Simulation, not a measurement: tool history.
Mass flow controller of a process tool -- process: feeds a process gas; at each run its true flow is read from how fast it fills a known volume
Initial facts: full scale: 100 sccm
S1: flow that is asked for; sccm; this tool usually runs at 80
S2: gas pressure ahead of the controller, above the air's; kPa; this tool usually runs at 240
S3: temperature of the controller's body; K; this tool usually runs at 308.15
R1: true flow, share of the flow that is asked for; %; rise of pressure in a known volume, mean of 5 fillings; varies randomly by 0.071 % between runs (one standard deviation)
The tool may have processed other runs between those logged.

run,hour,S1,S2,S3,R1
1,0,80,240,308.15,100.42
2,158.6,80,240,308.15,100.51
3,428,80,240,308.15,100.46
4,783,80,234,308.15,100.56
5,1140.7,80,240,308.15,100.46
6,1469.4,80,220,308.15,100.38
7,1642.8,80,220,308.15,100.47
8,2017.6,80,220,308.15,100.38
9,2367.2,80,220,308.15,100.38
10,2718.2,80,220,308.15,100.65
11,3026.8,80,220,308.15,100.49
12,3184.5,25,240,308.15,99.6
13,3471.1,25,217,308.15,99.79
14,3819.4,80,240,308.15,100.49
15,4085,80,240,308.15,100.67
16,4261.5,80,240,308.15,100.51
17,4442.7,80,240,308.15,100.59
18,4808.6,80,240,308.15,100.51
19,4977.8,80,240,308.15,100.58
20,5224,80,240,308.15,100.67
21,5534.2,80,240,308.15,100.54
22,5892.3,80,240,308.15,100.61
23,6206.3,80,240,308.15,100.48
24,6420.8,57,227,308.15,100.15
25,6644.9,57,227,308.15,100.19
26,6821.1,80,202,297.15,99.51
27,7065.3,10,146,304.15,99.08
28,7358.4,10,146,304.15,99.01
29,7665.8,19,247,301.15,98.96
30,7918.1,51,240,309.15,100.18
31,8111.9,16,187,308.15,99.43
32,8392.3,59,240,308.15,100.18
33,8692,59,240,308.15,100.23
34,8922.4,59,240,308.15,100.19
35,9106,34,192,297.15,98.68
36,9268.6,18,257,309.15,99.65
37,9426.8,39,185,311.15,100.07
38,9782.5,19,176,298.15,98.74
39,10157.3,19,176,298.15,98.91
40,10345,45,240,308.15,99.95
41,10495.4,80,191,313.15,100.87
42,10827.9,80,240,302.15,99.95
43,11123.7,67,240,293.15,99.25

Removed from this log: 1 entry logged between the listed runs. Between which two listed runs does each belong, and how does the tool's hidden state at the listed run before it compare with that at the listed run after it?
From run 9 to run 10: controller exchanged for a calibrated one (hour 2428.4)
  flow at rest that the sensor doesn't see, % of full scale: 0.008 -> 0; true flow over the shown one, %: -0.06 -> 0

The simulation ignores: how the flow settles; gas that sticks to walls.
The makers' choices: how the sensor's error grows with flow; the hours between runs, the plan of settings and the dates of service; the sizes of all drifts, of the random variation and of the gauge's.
